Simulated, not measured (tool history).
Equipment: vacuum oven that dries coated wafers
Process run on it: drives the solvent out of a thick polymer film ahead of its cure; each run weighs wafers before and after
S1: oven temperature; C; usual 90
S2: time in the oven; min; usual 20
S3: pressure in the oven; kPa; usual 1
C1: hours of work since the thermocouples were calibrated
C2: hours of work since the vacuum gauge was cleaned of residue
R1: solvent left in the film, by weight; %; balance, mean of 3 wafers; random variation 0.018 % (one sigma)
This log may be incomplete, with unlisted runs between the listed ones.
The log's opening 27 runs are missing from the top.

| run | hour | S1 | S2 | S3 | C1 | C2 | R1 |
|---|---|---|---|---|---|---|---|
| 28 | 1153.8 | 88 | 35 | 1.61 | 204 | 835 | 0.91 |
| 29 | 1186.4 | 89 | 11 | 0.75 | 223 | 853 | 4.03 |
| 30 | 1214.5 | 89 | 11 | 0.82 | 238 | 869 | 4.04 |
| 31 | 1240.7 | 89 | 11 | 0.82 | 253 | 883 | 4.01 |
| 32 | 1286.1 | 94 | 24 | 0.86 | 279 | 909 | 0.53 |
| 33 | 1331.6 | 85 | 21 | 1 | 304 | 934 | 2.27 |
| 34 | 1393.8 | 96 | 24 | 0.85 | 339 | 969 | 0.45 |
| 35 | 1457.1 | 100 | 24 | 1.35 | 375 | 1005 | 0.49 |
| 36 | 1498.7 | 100 | 18 | 0.77 | 398 | 1028 | 0.39 |
| 37 | 1538.2 | 100 | 29 | 3.05 | 420 | 1050 | 0.85 |
| 38 | 1572.9 | 88 | 29 | 3.57 | 440 | 1070 | 1.85 |
| 39 | 1604.3 | 80 | 30 | 0.75 | 457 | 1088 | 2.2 |
| 40 | 1637.7 | 92 | 27 | 2.19 | 476 | 1106 | 0.98 |
| 41 | 1676.3 | 98 | 20 | 0.52 | 498 | 1128 | 0.36 |
| 42 | 1718.8 | 89 | 20 | 3.33 | 522 | 1152 | 2.29 |
| 43 | 1757 | 89 | 20 | 3.33 | 543 | 1173 | 2.23 |
| 44 | 1784.9 | 104 | 20 | 1 | 559 | 1189 | 0.36 |
| 45 | 1824 | 85 | 10 | 2.66 | 581 | 1211 | 7.01 |
| 46 | 1878.9 | 85 | 10 | 1.56 | 612 | 1242 | 6.61 |
| 47 | 1916 | 85 | 10 | 1.56 | 632 | 1263 | 6.59 |

What if the next run were any one of these 3? Each begins from the tool's condition after run 47:
| A | 1952.3 | 78 | 15 | 1 | 653 | 1283 | ? |
| B | 1952.3 | 92 | 12 | 0.7 | 653 | 1283 | ? |
| C | 1952.3 | 85 | 10 | 2 | 653 | 1283 | ? |

| run | R1 |
|---|---|
| A | 7.06 |
| B | 2.41 |
| C | 6.71 |
Without the tool's hidden state the same runs would have given:
| run | R1 |
|---|---|
| A | 7 |
| B | 2.36 |
| C | 6.7 |

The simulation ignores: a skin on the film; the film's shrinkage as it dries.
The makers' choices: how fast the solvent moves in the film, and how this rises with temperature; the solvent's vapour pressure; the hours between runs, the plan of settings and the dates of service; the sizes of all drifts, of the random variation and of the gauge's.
